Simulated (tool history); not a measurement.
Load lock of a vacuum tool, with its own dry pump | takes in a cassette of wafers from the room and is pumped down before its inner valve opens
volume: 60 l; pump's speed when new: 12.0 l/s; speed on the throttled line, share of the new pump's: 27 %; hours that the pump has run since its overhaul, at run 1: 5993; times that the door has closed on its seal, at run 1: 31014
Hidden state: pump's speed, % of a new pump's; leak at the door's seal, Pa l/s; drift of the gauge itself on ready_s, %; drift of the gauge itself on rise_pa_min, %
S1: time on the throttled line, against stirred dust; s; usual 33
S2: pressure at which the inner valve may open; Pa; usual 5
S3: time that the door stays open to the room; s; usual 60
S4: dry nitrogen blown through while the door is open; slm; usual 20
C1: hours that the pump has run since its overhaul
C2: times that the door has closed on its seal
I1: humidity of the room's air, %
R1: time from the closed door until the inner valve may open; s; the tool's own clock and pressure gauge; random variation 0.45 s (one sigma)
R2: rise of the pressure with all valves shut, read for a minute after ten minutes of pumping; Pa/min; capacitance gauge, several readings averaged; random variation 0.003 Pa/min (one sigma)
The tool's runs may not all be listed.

run	day	S1	S2	S3	S4	C1	C2	I1	R1	R2
1	0	33	5	60	20	5993	31014	42.3	75.3	0.021
2	16.712	33	5	60	20	6395	32086	45.4	74.9	0.023
3	42.171	33	5	60	20	7006	33718	47.2	73.6	0.024
4	61.371	33	5	60	20	7466	34949	42.7	74.1	0.023
# day 72.9: door's seal changed, seat wiped
5	87.671	33	5	60	20	8096	947	42.3	74.6	0.026
6	115.933	33	5	133	20	8774	2758	48.2	74.7	0.035
7	138.5	33	5	133	20	9316	4205	43.4	74.3	0.026
8	165.8	33	5	60	10	9971	5955	47.7	74.4	0.027
9	194.129	33	5	60	20	10651	7771	42	74.4	0.024
10	223.271	33	7	60	20	11350	9639	45	72.9	0.027
11	241.146	33	7	60	20	11779	10785	44.9	72.8	0.025
12	269.942	33	7	60	7	12471	12631	44.9	72.8	0.03
13	289.608	33	7	60	7	12943	13892	45.1	72	0.027
# day 305.692: dry pump taken out, an overhauled one fitted
14	307.588	18	5	60	20	45	15028	43.6	63.8	0.022
15	325.917	33	5	36	44	485	16203	43.6	73.9	0.016
16	342.429	35	6	71	5	882	17262	42.5	74.7	0.029
17	362.071	35	6	71	5	1353	18521	44.5	75.3	0.031
18	387.017	35	6	71	5	1952	20120	46	74.4	0.032
19	401.167	33	5	60	20	2291	21027	46.3	74.5	0.03
20	424.188	34	7	144	6	2844	22503	45.3	72.3	0.043
21	446.867	35	10	144	6	3388	23956	42.4	71.9	0.04
22	461.671	35	10	144	6	3743	24905	45.2	72.6	0.04
23	486.038	35	10	144	6	4328	26468	47.3	72.3	0.046
24	506.008	64	5	60	6	4808	27748	44.8	97	0.026
25	518.612	33	6	35	20	5110	28556	46.2	73.3	0.022
26	532.354	66	5	177	20	5440	29437	44.6	97.9	0.037
27	544.767	66	5	177	20	5738	30232	43.2	98.5	0.035
28	570.354	33	5	62	7	6352	31873	44.7	73.6	0.035

Hidden state at the last listed run before each entry between runs and at the first one after, where it differs:
Between runs 4 and 5: door's seal changed, seat wiped (day 72.9)
  leak at the door's seal, Pa l/s: 0.003 -> 0.002
Between runs 13 and 14: dry pump taken out, an overhauled one fitted (day 305.692)
  no hidden state differs between the two runs
